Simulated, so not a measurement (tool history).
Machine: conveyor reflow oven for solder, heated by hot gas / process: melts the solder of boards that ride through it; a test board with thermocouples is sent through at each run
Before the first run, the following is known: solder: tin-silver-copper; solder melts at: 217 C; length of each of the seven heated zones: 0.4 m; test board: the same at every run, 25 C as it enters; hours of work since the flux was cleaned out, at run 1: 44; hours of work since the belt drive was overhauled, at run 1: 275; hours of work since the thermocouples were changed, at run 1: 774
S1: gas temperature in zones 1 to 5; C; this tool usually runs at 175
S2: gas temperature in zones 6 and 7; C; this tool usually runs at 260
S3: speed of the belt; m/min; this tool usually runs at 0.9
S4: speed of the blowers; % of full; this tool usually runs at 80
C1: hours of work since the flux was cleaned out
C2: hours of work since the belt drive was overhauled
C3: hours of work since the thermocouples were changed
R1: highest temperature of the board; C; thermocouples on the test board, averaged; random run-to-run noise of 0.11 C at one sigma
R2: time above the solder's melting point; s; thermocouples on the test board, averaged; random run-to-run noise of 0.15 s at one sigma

run 1 day=0 | S1=175 S2=260 S3=0.9 S4=80 | C1=44 C2=275 C3=774 | R1=244.3 R2=35.1
run 2 day=0.462 | S1=175 S2=260 S3=0.9 S4=68 | C1=49 C2=280 C3=778 | R1=240.3 R2=31.5
run 3 day=0.783 | S1=175 S2=260 S3=0.9 S4=65 | C1=52 C2=283 C3=782 | R1=239.3 R2=30.7
run 4 day=1.346 | S1=175 S2=260 S3=0.999 S4=80 | C1=58 C2=289 C3=787 | R1=240.5 R2=28.7
run 5 day=1.858 | S1=175 S2=260 S3=0.999 S4=80 | C1=63 C2=294 C3=793 | R1=240.3 R2=28.5
run 6 day=2.517 | S1=175 S2=260 S3=0.999 S4=80 | C1=70 C2=301 C3=799 | R1=240.4 R2=28.6
run 7 day=3.071 | S1=175 S2=260 S3=0.999 S4=80 | C1=75 C2=307 C3=805 | R1=240.4 R2=28.5
run 8 day=3.754 | S1=175 S2=266 S3=0.9 S4=80 | C1=82 C2=314 C3=812 | R1=248.6 R2=37.9
run 9 day=4.471 | S1=175 S2=264 S3=0.854 S4=80 | C1=90 C2=321 C3=819 | R1=248.7 R2=40.3
run 10 day=5.175 | S1=175 S2=264 S3=0.854 S4=80 | C1=97 C2=328 C3=827 | R1=248.7 R2=40.1
run 11 day=5.567 | S1=175 S2=260 S3=1.043 S4=84 | C1=101 C2=332 C3=831 | R1=239.7 R2=26.5
run 12 day=6.1 | S1=175 S2=260 S3=1.043 S4=84 | C1=106 C2=338 C3=836 | R1=239.7 R2=26.9
run 13 day=6.6 | S1=175 S2=260 S3=1.043 S4=84 | C1=111 C2=343 C3=841 | R1=239.3 R2=26.6

What will run 14 give?
run 14 day=7.125 | S1=167 S2=253 S3=0.863 S4=77 | C1=117 C2=348 C3=846 | R1=? R2=?

{"run 14": {"R1": 236.9, "R2": 29.2}}
On a tool with no hidden condition, and with the same random variation, this run would have come out at R1 236.6 C, R2 29 s.
